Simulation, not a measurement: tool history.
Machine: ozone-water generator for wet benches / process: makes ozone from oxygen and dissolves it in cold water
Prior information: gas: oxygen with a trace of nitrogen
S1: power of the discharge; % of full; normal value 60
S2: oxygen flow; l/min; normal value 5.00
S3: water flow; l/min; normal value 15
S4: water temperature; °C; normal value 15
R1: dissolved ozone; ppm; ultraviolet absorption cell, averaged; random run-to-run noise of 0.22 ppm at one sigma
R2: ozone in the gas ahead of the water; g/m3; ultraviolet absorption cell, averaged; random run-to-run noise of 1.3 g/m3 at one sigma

{"run": 1, "hour": 0.0, "S1": 60, "S2": 5.0, "S3": 15, "S4": 15, "R1": 32.3, "R2": 235.4}
{"run": 2, "hour": 127.2, "S1": 60, "S2": 5.0, "S3": 15, "S4": 15, "R1": 31.8, "R2": 235.3}
{"run": 3, "hour": 210.4, "S1": 60, "S2": 5.0, "S3": 15, "S4": 15, "R1": 32.0, "R2": 235.2}
{"run": 4, "hour": 334.0, "S1": 60, "S2": 5.0, "S3": 15, "S4": 13, "R1": 33.1, "R2": 236.9}
{"run": 5, "hour": 437.8, "S1": 60, "S2": 5.0, "S3": 15, "S4": 13, "R1": 33.0, "R2": 235.4}
{"run": 6, "hour": 584.4, "S1": 60, "S2": 5.0, "S3": 15, "S4": 13, "R1": 33.5, "R2": 237.0}
{"run": 7, "hour": 664.7, "S1": 60, "S2": 5.69, "S3": 15, "S4": 15, "R1": 31.4, "R2": 220.1}
{"run": 8, "hour": 755.6, "S1": 60, "S2": 5.0, "S3": 24, "S4": 15, "R1": 21.9, "R2": 241.0}
{"run": 9, "hour": 909.8, "S1": 60, "S2": 5.0, "S3": 15, "S4": 15, "R1": 31.7, "R2": 240.2}
{"run": 10, "hour": 1067.2, "S1": 55, "S2": 5.0, "S3": 9, "S4": 15, "R1": 41.6, "R2": 226.8}
{"run": 11, "hour": 1193.6, "S1": 99, "S2": 4.75, "S3": 9, "S4": 15, "R1": 61.8, "R2": 340.3}
{"run": 12, "hour": 1289.3, "S1": 99, "S2": 4.75, "S3": 9, "S4": 15, "R1": 61.5, "R2": 338.6}
{"run": 13, "hour": 1474.2, "S1": 81, "S2": 5.0, "S3": 10, "S4": 9, "R1": 56.2, "R2": 291.0}
{"run": 14, "hour": 1566.2, "S1": 81, "S2": 5.0, "S3": 10, "S4": 9, "R1": 56.2, "R2": 292.1}
{"hour": 1680.1, "done": "gauge calibrated"}
{"run": 15, "hour": 1751.5, "S1": 66, "S2": 5.0, "S3": 15, "S4": 8, "R1": 37.5, "R2": 250.4}
{"run": 16, "hour": 1903.9, "S1": 60, "S2": 6.92, "S3": 15, "S4": 13, "R1": 31.9, "R2": 194.2}
{"run": 17, "hour": 2013.6, "S1": 95, "S2": 5.0, "S3": 14, "S4": 15, "R1": 44.7, "R2": 314.7}
{"run": 18, "hour": 2113.1, "S1": 95, "S2": 5.0, "S3": 14, "S4": 15, "R1": 43.9, "R2": 316.5}

Below are 3 alternative next runs, each starting from the tool's condition after run 18. Predict each:
{"run": "A", "hour": 2195.6, "S1": 95, "S2": 5.0, "S3": 14, "S4": 10, "R1": "?", "R2": "?"}
{"run": "B", "hour": 2195.6, "S1": 78, "S2": 5.0, "S3": 16, "S4": 9, "R1": "?", "R2": "?"}
{"run": "C", "hour": 2195.6, "S1": 95, "S2": 5.0, "S3": 12, "S4": 15, "R1": "?", "R2": "?"}

run=A R1=48.6 R2=316.3
run=B R1=39.1 R2=277.0
run=C R1=49.4 R2=316.1
With no hidden state in the tool, these same runs would have given:
run=A R1=48.7 R2=313.7
run=B R1=39.1 R2=274.8
run=C R1=49.5 R2=313.6

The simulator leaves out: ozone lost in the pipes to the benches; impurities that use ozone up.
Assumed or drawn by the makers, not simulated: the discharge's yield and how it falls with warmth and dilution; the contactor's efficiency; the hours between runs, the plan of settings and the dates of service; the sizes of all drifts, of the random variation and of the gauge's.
